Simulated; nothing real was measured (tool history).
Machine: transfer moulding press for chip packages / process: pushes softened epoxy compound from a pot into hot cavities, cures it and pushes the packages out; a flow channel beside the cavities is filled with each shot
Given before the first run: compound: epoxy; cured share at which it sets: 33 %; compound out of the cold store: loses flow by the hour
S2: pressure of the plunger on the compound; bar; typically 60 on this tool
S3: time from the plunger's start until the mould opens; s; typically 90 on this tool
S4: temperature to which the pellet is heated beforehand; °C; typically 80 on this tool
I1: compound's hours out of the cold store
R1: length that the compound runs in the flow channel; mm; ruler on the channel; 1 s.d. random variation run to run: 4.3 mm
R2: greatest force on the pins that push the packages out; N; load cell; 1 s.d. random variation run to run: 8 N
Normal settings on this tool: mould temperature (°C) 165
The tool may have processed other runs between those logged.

Run 1, hour 0.0: usual settings; I1 45.1. Result: R1 781 mm, R2 438 N.
At hour 61.3: plunger's sealing rings changed.
Run 2, hour 71.9: usual settings; I1 11.9. Result: R1 989 mm, R2 694 N.
At hour 88.2: cavities cleaned with cleaning compound and waxed.
Run 3, hour 145.0: usual settings; I1 46.1. Result: R1 796 mm, R2 564 N.
At hour 195.8: cavities cleaned with cleaning compound and waxed.
Run 4, hour 232.7: usual settings; I1 26.8. Result: R1 884 mm, R2 540 N.
At hour 299.0: cavities cleaned with cleaning compound and waxed.
Run 5, hour 303.7: usual settings but mould temperature (°C) 170; I1 38.0. Result: R1 794 mm, R2 276 N.
Run 6, hour 371.7: usual settings but mould temperature (°C) 170, S4 79 °C; I1 38.4. Result: R1 783 mm, R2 475 N.
At hour 401.4: cavities cleaned with cleaning compound and waxed.
At hour 415.8: plunger's sealing rings changed.
Run 7, hour 428.0: usual settings but mould temperature (°C) 170, S4 79 °C; I1 42.1. Result: R1 796 mm, R2 352 N.
Run 8, hour 464.5: usual settings but mould temperature (°C) 170, S4 79 °C; I1 38.6. Result: R1 815 mm, R2 436 N.
At hour 511.5: cavities cleaned with cleaning compound and waxed.
Run 9, hour 512.9: usual settings; I1 18.6. Result: R1 927 mm, R2 323 N.
Run 10, hour 561.1: usual settings; I1 29.8. Result: R1 862 mm, R2 546 N.
At hour 615.4: cavities cleaned with cleaning compound and waxed.
Run 11, hour 637.3: usual settings but S3 72 s; I1 15.2. Result: R1 926 mm, R2 779 N.
At hour 719.7: cavities cleaned with cleaning compound and waxed.
Run 12, hour 719.7: usual settings but S3 72 s; I1 33.8. Result: R1 818 mm, R2 515 N.
At hour 773.9: plunger's sealing rings changed.
Run 13, hour 776.8: usual settings but S3 72 s; I1 18.3. Result: R1 937 mm, R2 945 N.

Run 14 comes next. What will it give?
At hour 814.5: mould's thermocouples calibrated.
At hour 827.1: cavities cleaned with cleaning compound and waxed.
Run 14, hour 857.4: usual settings but S3 72 s; I1 22.7. Result: R1 ?, R2 ?.

{"run 14": {"R1": 914, "R2": 971}}
Take away the tool's hidden state, keep the run-to-run variation as it was, and the same run would have given R1 922 mm, R2 640 N.
